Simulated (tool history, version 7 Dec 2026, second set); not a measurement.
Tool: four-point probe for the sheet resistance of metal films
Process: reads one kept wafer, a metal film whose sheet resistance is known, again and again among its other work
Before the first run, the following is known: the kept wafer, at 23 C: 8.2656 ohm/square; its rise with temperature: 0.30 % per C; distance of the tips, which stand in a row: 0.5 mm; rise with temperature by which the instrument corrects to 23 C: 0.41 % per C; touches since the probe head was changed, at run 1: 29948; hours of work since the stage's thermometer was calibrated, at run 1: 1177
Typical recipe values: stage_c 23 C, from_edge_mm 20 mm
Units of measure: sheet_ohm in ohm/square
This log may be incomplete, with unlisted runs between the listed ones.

run   hour  stage_c  from_edge_mm  touches since the probe head was changed  hours of work since the stage's thermometer was calibrated  sheet_ohm
  1    0.0       23            20                                     29948                                                        1177   8.268637
  2   19.7       23            11                                     30554                                                        1189   8.276473
  3   35.2       23            10                                     31030                                                        1199   8.280232
  4   46.2       23            20                                     31368                                                        1205   8.270571
  5   58.1       23            62                                     31731                                                        1213   8.266122
  6   76.5       23            62                                     32298                                                        1224   8.263042
  7   91.6       23            62                                     32761                                                        1234   8.268133
  8  109.0       23            62                                     33295                                                        1244   8.267609
  9  131.9       23            20                                     33998                                                        1258   8.268953
 10  153.2       23            20                                     34652                                                        1272   8.267742
 11  176.0       19            20                                     35351                                                        1286   8.307031
 12  197.8       19            20                                     36022                                                        1299   8.304803
 13  208.1       19            20                                     36336                                                        1306   8.304415
 14  229.0       19            20                                     36978                                                        1318   8.305447
 15  252.0       23            20                                     37686                                                        1333   8.265767
 16  273.4       23            20                                     38342                                                        1346   8.268093
 17  295.2       27            20                                     39012                                                        1359   8.235851
 18  316.5       27            20                                     39664                                                        1373   8.234168
 19  331.2       27            57                                     40116                                                        1382   8.230987
 20  355.7       23             4                                     40867                                                        1397   8.334492
 21  380.1       23             4                                     41618                                                        1412   8.334603
 22  392.5       22            34                                     41998                                                        1420   8.274921
 23  415.6       28            34                                     42707                                                        1434   8.223883
 24  429.1       33            10                                     43122                                                        1442   8.190037
 25  442.4       22            30                                     43530                                                        1450   8.274735
 26  453.1       22            30                                     43858                                                        1457   8.274404
 27  464.5       20             7                                     44210                                                        1464   8.319522
 28  484.6       19            51                                     44826                                                        1476   8.302664
 29  497.5       19            53                                     45222                                                        1484   8.305768
 30  515.0       21            46                                     45761                                                        1495   8.284091
 31  533.0       26            42                                     46312                                                        1506   8.237491
 32  552.0       28            13                                     46895                                                        1518   8.224073
     554.8  -- stage's thermometer calibrated
 33  563.7       28            13                                     47238                                                           5   8.230069
 34  586.5       21            11                                     47939                                                          20   8.295733
 35  607.4       21            11                                     48580                                                          33   8.293435
 36  622.3       21             6                                     49038                                                          42   8.316283
 37  637.2       28            20                                     49497                                                          51   8.227384
 38  648.2       28            15                                     49835                                                          58   8.224668
 39  671.7       28            15                                     50553                                                          72   8.226107
 40  689.0       34            20                                     51085                                                          83   8.175393

Below are 3 alternative next runs, each starting from the tool's condition after run 40. Predict each:
  A  713.0       28            32                                     51823                                                          98          ?
  B  713.0       23             7                                     51823                                                          98          ?
  C  713.0       20            20                                     51823                                                          98          ?

run  sheet_ohm
  A   8.223752
  B   8.290638
  C   8.296917
Take away the tool's hidden state, keep each run's random variation, and the runs would have read:
run  sheet_ohm
  A   8.222627
  B   8.289504
  C   8.295782
